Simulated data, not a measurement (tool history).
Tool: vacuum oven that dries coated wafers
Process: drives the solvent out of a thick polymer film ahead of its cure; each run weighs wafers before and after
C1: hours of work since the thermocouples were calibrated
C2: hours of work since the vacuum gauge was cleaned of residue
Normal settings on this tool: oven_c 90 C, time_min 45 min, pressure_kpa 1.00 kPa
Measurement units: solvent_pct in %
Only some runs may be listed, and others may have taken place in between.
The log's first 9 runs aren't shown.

Run 10, hour 114.5: usual settings but pressure_kpa 1.35 kPa; C1 31; C2 92. Result: solvent_pct 1.95 %.
Run 11, hour 128.2: usual settings; C1 40; C2 101. Result: solvent_pct 1.69 %.
Run 12, hour 136.9: usual settings; C1 46; C2 107. Result: solvent_pct 1.77 %.
Run 13, hour 145.2: usual settings but oven_c 80 C; C1 52; C2 113. Result: solvent_pct 3.62 %.
At hour 149.2: oven's thermocouples calibrated, once more.
Run 14, hour 163.5: usual settings; C1 10; C2 125. Result: solvent_pct 1.43 %.
Run 15, hour 176.5: usual settings; C1 19; C2 134. Result: solvent_pct 1.48 %.
Run 16, hour 192.7: usual settings; C1 31; C2 145. Result: solvent_pct 1.45 %.
Run 17, hour 210.0: usual settings but oven_c 102 C; C1 43; C2 157. Result: solvent_pct 0.62 %.
Run 18, hour 223.3: usual settings but oven_c 102 C; C1 52; C2 167. Result: solvent_pct 0.63 %.
Run 19, hour 235.0: usual settings but oven_c 102 C; C1 60; C2 175. Result: solvent_pct 0.63 %.
Run 20, hour 252.2: usual settings; C1 72; C2 187. Result: solvent_pct 1.61 %.
Run 21, hour 263.0: usual settings; C1 80; C2 195. Result: solvent_pct 1.48 %.
Run 22, hour 279.7: usual settings; C1 92; C2 206. Result: solvent_pct 1.50 %.
Run 23, hour 288.3: usual settings but oven_c 78 C; C1 98; C2 212. Result: solvent_pct 3.61 %.
Run 24, hour 299.2: usual settings but oven_c 101 C; C1 105; C2 220. Result: solvent_pct 0.69 %.
Run 25, hour 316.0: usual settings but oven_c 104 C, time_min 39 min, pressure_kpa 1.11 kPa; C1 117; C2 232. Result: solvent_pct 0.69 %.
Run 26, hour 324.9: usual settings but oven_c 102 C; C1 123; C2 238. Result: solvent_pct 0.71 %.
Run 27, hour 343.0: usual settings but oven_c 89 C, pressure_kpa 1.71 kPa; C1 136; C2 251. Result: solvent_pct 2.21 %.
Run 28, hour 356.7: usual settings but oven_c 97 C, time_min 69 min, pressure_kpa 0.95 kPa; C1 146; C2 261. Result: solvent_pct 0.58 %.
Run 29, hour 372.8: usual settings but oven_c 82 C, time_min 40 min, pressure_kpa 2.17 kPa; C1 157; C2 272. Result: solvent_pct 4.32 %.
Run 30, hour 388.5: usual settings but oven_c 82 C, time_min 40 min, pressure_kpa 2.17 kPa; C1 168; C2 283. Result: solvent_pct 4.45 %.
Run 31, hour 406.3: usual settings but oven_c 82 C, time_min 40 min, pressure_kpa 2.17 kPa; C1 181; C2 295. Result: solvent_pct 4.48 %.
Run 32, hour 424.4: usual settings but time_min 52 min, pressure_kpa 2.38 kPa; C1 193; C2 308. Result: solvent_pct 2.27 %.
Run 33, hour 436.1: usual settings but oven_c 91 C, time_min 54 min; C1 202; C2 316. Result: solvent_pct 1.11 %.

Expected results for the next run?
Run 34, hour 446.6: usual settings but oven_c 91 C, time_min 54 min; C1 209; C2 324. Result: solvent_pct ?.

{"run 34": {"solvent_pct": 1.17}}
Were there no unlogged condition in the tool, this run, its random variation unchanged, would have produced solvent_pct 1.04 %.

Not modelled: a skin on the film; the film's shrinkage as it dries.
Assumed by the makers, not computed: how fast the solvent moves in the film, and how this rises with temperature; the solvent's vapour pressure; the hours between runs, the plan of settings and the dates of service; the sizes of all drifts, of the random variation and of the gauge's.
